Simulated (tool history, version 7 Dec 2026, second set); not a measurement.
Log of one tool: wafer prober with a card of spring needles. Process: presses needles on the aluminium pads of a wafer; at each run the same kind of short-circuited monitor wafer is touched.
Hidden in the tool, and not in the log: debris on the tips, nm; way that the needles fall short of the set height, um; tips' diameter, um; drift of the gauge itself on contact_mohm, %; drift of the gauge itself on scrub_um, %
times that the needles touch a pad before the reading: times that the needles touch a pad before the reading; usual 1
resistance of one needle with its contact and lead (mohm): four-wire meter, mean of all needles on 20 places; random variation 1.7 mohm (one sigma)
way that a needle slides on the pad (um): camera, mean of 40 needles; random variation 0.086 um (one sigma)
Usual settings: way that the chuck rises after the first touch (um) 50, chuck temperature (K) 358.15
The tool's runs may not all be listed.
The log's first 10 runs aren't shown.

run,day,way that the chuck rises after the first touch (um),chuck temperature (K),times that the needles touch a pad before the reading,touches since the tips were cleaned,cleanings since the card got new needles,touches since the first contact's height was set,resistance of one needle with its contact and lead (mohm),way that a needle slides on the pad (um)
# day 3.133: tips cleaned on abrasive film
11,3.154,50,358.15,1,128,38,115052,201,6.05
12,3.467,50,358.15,1,2018,38,116942,319,5.82
# day 3.579: tips cleaned on abrasive film
13,3.675,50,358.15,1,585,39,118186,227,5.69
# day 4.025: tips cleaned on abrasive film
14,4.083,50,358.15,1,343,40,120625,221,5.84
15,4.367,50,358.15,1,2042,40,122324,333,5.77
# day 4.488: tips cleaned on abrasive film
16,4.671,50,358.15,1,1090,41,124139,270,5.8
17,4.854,50,358.15,1,2201,41,125250,326,5.85
# day 4.938: tips cleaned on abrasive film
18,5.279,50,358.15,1,2072,42,127797,327,5.73
# day 5.392: tips cleaned on abrasive film
19,5.725,39,330.15,3,2019,43,130459,278,4.29
# day 5.858: tips cleaned on abrasive film
20,5.917,48,349.15,2,355,44,131597,206,5.56
21,6.254,48,349.15,2,2394,44,133636,293,5.49
# day 6.3: tips cleaned on abrasive film
22,6.508,48,304.15,1,1256,45,135156,288,5.42
23,6.696,48,304.15,1,2390,45,136290,356,5.49
# day 6.771: tips cleaned on abrasive film
24,6.942,48,304.15,1,1026,46,137741,280,5.53
25,7.167,57,300.15,2,2386,46,139101,248,6.55
# day 7.217: tips cleaned on abrasive film
26,7.492,57,355.15,2,1644,47,141031,232,6.59

Run 27 comes next. What will it give?
# day 7.675: tips cleaned on abrasive film
27,7.908,40,323.15,2,1423,48,143537,?,?

Run 27 gave resistance of one needle with its contact and lead (mohm) 306, way that a needle slides on the pad (um) 4.35.
Without the tool's hidden state the same run would have given resistance of one needle with its contact and lead (mohm) 170, way that a needle slides on the pad (um) 5.08.

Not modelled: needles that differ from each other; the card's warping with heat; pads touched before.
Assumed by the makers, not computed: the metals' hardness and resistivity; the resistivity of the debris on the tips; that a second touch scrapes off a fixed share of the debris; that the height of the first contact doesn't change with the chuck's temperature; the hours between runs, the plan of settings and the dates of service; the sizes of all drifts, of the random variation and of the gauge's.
